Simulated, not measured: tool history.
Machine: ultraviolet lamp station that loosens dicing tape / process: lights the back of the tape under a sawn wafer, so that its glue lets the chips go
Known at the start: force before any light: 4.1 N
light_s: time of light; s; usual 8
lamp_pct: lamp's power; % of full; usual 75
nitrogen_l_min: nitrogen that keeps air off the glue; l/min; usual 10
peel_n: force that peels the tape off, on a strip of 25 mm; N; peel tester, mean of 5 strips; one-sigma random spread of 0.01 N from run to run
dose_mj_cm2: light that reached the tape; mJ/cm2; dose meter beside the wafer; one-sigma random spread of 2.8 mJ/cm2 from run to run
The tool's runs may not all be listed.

run,day,light_s,lamp_pct,nitrogen_l_min,peel_n,dose_mj_cm2
1,0,8,75,10,0.693,297
2,1.554,8,75,10,0.686,302
3,3.108,8,75,10,0.684,292
4,6.15,8,75,10,0.592,328
5,8.158,10,75,10,0.419,404
6,9.583,10,75,10,0.45,400
7,12.621,10,75,10,0.449,390
8,15.117,8,75,10,0.664,304
9,18.342,8,75,10,0.699,303
10,19.75,8,88,9,0.557,353
11,21.754,8,88,9,0.545,351
12,23.162,8,75,4,1.039,290
13,25.212,6,75,10,1.031,216
14,27.925,5,61,8,1.691,148
15,29.383,11,75,10,0.464,384
16,32.742,12,70,7,0.534,377
17,35.179,8,75,10,0.774,273
18,37.875,8,75,10,0.833,269

Missing from the log above: 1 entry noted between runs. For each, name the pair of listed runs it sits between and say how the tool's hidden condition differs from the listed run just before to the listed run just after:
Logged between run 3 and run 4: window cleaned of glue's vapour (day 3.404)
  lamp's light, % of a new lamp's: 82.9 -> 82; light that the window lets through, % of a clean one's: 88.2 -> 99.1
  measured minus no-state result, peel_n: +0.257 -> +0.16 N; dose_mj_cm2: -108 -> -75 mJ/cm2
